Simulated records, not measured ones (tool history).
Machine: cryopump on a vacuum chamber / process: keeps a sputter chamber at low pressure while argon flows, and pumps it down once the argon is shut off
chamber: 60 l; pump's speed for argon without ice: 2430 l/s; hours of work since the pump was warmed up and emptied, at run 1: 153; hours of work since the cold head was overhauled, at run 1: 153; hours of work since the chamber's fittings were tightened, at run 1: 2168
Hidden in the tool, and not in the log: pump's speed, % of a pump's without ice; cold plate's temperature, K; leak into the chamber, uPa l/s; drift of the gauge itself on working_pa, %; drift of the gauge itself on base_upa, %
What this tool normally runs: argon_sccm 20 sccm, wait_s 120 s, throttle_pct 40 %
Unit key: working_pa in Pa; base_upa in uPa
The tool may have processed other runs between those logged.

run	hour	argon_sccm	wait_s	throttle_pct	hours of work since the pump was warmed up and emptied	hours of work since the cold head was overhauled	hours of work since the chamber's fittings were tightened	working_pa	base_upa
1	0	20	120	40	153	153	2168	0.0363	1.03
2	20.4	20	120	40	164	164	2180	0.0361	1.04
3	41.3	20	120	40	176	176	2191	0.0361	1.04
4	72.2	20	120	40	193	193	2209	0.0356	1.09
5	101.8	20	120	40	210	210	2225	0.0346	1.07
6	125.4	20	120	40	223	223	2238	0.0356	1.05
7	143.6	20	120	40	233	233	2249	0.0359	1.13
8	164	20	120	40	244	244	2260	0.0354	1.04
9	183.8	20	22	40	256	256	2271	0.0367	2.66
10	211.5	20	22	40	271	271	2286	0.0359	2.63
11	227.8	20	22	40	280	280	2296	0.0365	2.69
12	245.5	20	22	40	290	290	2305	0.0362	2.76
13	275	20	40	40	306	306	2322	0.0355	1.81
14	302.5	20	40	40	322	322	2337	0.0372	1.85
15	328.7	20	120	40	336	336	2352	0.0358	1.11
16	352.9	20	120	40	350	350	2365	0.037	1.15
17	375.1	20	120	40	362	362	2378	0.037	1.13
18	388	16	41	41	369	369	2385	0.0285	1.89
19	411.8	20	88	56	383	383	2398	0.0271	1.29
20	425	17	127	24	390	390	2406	0.0517	1.15
21	441.3	33	127	37	399	399	2415	0.0653	1.16
22	456.2	38	120	32	408	408	2423	0.0876	1.15
23	478	9	240	40	420	420	2435	0.0162	1.01
24	497.8	15	30	40	431	431	2446	0.0275	2.21
25	515	15	30	40	440	440	2456	0.0284	2.27
26	540.5	15	30	40	455	455	2470	0.027	2.26
27	561.3	29	188	57	466	466	2482	0.0405	1.05
28	579	30	129	24	476	476	2492	0.0916	1.21
29	594.4	29	120	52	485	485	2500	0.0429	1.19
30	623	17	65	26	501	501	2516	0.0486	1.57
31	639.6	9	68	40	510	510	2525	0.0179	1.53
32	656.4	12	236	40	519	519	2535	0.0221	1.08
33	670.4	9	46	41	527	527	2543	0.0163	1.78
34	690	9	46	41	538	538	2554	0.0163	1.84

Pick out some run-to-run changes in working_pa. Of each, how much would a tool without hidden state show as well, from the settings, what came in and chance, and how much is left for the hidden state and any gauge scatter not in both results compared?
Run 20 -> 21: argon_sccm 17 -> 33, throttle_pct 24 -> 37. working_pa +0.0136 Pa: hidden state +0.0019, all else +0.0117.
Run 22 -> 23: argon_sccm 38 -> 9, wait_s 120 -> 240, throttle_pct 32 -> 40. working_pa -0.0714 Pa: hidden state -0.0035, all else -0.0679.
Run 26 -> 27: argon_sccm 15 -> 29, wait_s 30 -> 188, throttle_pct 40 -> 57. working_pa +0.0135 Pa: hidden state +0.0021, all else +0.0114.
Run 27 -> 28: argon_sccm 29 -> 30, wait_s 188 -> 129, throttle_pct 57 -> 24. working_pa +0.0511 Pa: hidden state +0.0002, all else +0.0509.
Run 28 -> 29: argon_sccm 30 -> 29, wait_s 129 -> 120, throttle_pct 24 -> 52. working_pa -0.0487 Pa: hidden state -0.0001, all else -0.0486.
